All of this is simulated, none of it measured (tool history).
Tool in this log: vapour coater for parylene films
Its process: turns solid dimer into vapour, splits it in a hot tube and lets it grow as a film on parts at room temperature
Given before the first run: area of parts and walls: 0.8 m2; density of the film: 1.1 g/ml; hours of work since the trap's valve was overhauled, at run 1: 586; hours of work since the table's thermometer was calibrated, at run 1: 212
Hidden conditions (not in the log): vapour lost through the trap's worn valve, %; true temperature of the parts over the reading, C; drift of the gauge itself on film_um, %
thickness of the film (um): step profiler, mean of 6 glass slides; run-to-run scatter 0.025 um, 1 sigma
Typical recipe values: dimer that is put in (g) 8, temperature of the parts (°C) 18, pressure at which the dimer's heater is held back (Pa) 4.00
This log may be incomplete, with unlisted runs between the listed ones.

run   hour  dimer that is put in (g)  temperature of the parts (°C)  pressure at which the dimer's heater is held back (Pa)  hours of work since the trap's valve was overhauled  hours of work since the table's thermometer was calibrated  thickness of the film (um)
  1    0.0                         8                             18                                                    4.00                                                  586                                                         212                        6.10
  2   13.2                         8                             18                                                    4.00                                                  593                                                         219                        6.08
  3   26.3                         8                             17                                                    4.00                                                  601                                                         226                        6.30
  4   41.1                         8                             18                                                    4.00                                                  609                                                         234                        6.02
  5   56.9                         8                             18                                                    4.00                                                  617                                                         243                        6.03
  6   68.5                         8                             18                                                    4.00                                                  624                                                         249                        6.03
  7   77.4                         8                             18                                                    4.00                                                  629                                                         254                        6.06
  8   92.4                         8                             18                                                    4.00                                                  637                                                         262                        6.01
     115.3  -- trap's valve overhauled
  9  116.7                         8                             18                                                    4.00                                                    1                                                         273                        6.01
 10  127.9                         8                             18                                                    4.00                                                    7                                                         279                        6.00
 11  139.0                         8                             18                                                    4.00                                                   13                                                         285                        6.01
 12  159.2                         8                             18                                                    4.00                                                   24                                                         296                        6.05
 13  168.6                         8                             18                                                    4.00                                                   29                                                         302                        6.01
 14  187.6                         8                             18                                                    4.00                                                   39                                                         312                        6.00
     189.0  -- gauge calibrated
 15  206.6                        11                             18                                                    4.00                                                   50                                                         322                        8.37
 16  218.0                        11                             18                                                    4.00                                                   56                                                         329                        8.37
 17  227.7                         8                             18                                                    4.00                                                   61                                                         334                        6.05
 18  242.2                         8                             18                                                    4.00                                                   69                                                         342                        6.10
 19  262.3                         8                             18                                                    4.00                                                   80                                                         353                        6.05
 20  272.2                         8                             18                                                    4.00                                                   86                                                         358                        6.05
 21  291.3                         8                             18                                                    4.00                                                   96                                                         369                        6.05
 22  311.5                         8                             18                                                    4.00                                                  107                                                         380                        6.01
 23  326.4                         8                             18                                                    4.00                                                  115                                                         388                        5.98
 24  344.2                         8                             18                                                    4.00                                                  125                                                         398                        5.99
 25  353.0                         8                             18                                                    4.00                                                  130                                                         402                        6.00
 26  371.1                         8                             18                                                    6.32                                                  140                                                         412                        5.70
 27  387.7                         5                             18                                                    4.00                                                  149                                                         421                        3.70
 28  404.8                         7                             18                                                    3.73                                                  158                                                         431                        5.25
 29  419.8                        11                             18                                                    2.15                                                  166                                                         439                        8.63
 30  438.3                         4                             17                                                    2.31                                                  177                                                         449                        3.22
 31  453.5                         5                             15                                                    9.10                                                  185                                                         457                        3.68
 32  468.8                         3                             24                                                    9.96                                                  193                                                         466                        1.73
 33  485.8                         6                             18                                                    4.00                                                  203                                                         475                        4.45
 34  506.2                         4                             20                                                    3.55                                                  214                                                         486                        2.82
 35  525.6                        13                             12                                                   11.04                                                  224                                                         497                       10.08
 36  542.6                         8                             21                                                    2.72                                                  234                                                         506                        5.61
 37  554.3                         8                             21                                                    2.72                                                  240                                                         512                        5.63
 38  569.1                         5                             22                                                   11.24                                                  248                                                         520                        2.96
 39  589.0                         6                             20                                                    5.07                                                  259                                                         531                        4.06
 40  607.7                         6                             20                                                    5.07                                                  269                                                         542                        4.05
     619.2  -- gauge calibrated
 41  623.1                         6                             20                                                    5.07                                                  278                                                         550                        4.23
 42  632.1                         6                             20                                                    5.07                                                  283                                                         555                        4.25
 43  651.0                         8                             13                                                    5.80                                                  293                                                         565                        6.68
 44  664.1                         8                             13                                                    5.80                                                  300                                                         572                        6.61
 45  681.7                         8                             13                                                    5.80                                                  310                                                         582                        6.59
 46  695.6                         5                             13                                                    8.18                                                  317                                                         590                        3.98
 47  710.0                         5                             13                                                    4.00                                                  325                                                         597                        4.30

4 ways to go on from here, each from the tool as it stands after run 47. What would each give?
  A  720.6                         4                             21                                                    3.91                                                  331                                                         603                           ?
  B  720.6                         3                             13                                                    4.00                                                  331                                                         603                           ?
  C  720.6                         8                             18                                                    3.22                                                  331                                                         603                           ?
  D  720.6                         5                             13                                                    2.23                                                  331                                                         603                           ?

run  thickness of the film (um)
  A                        2.83
  B                        2.57
  C                        6.13
  D                        4.54
With no hidden state in the tool, these same runs would have given:
run  thickness of the film (um)
  A                        2.86
  B                        2.60
  C                        6.20
  D                        4.59
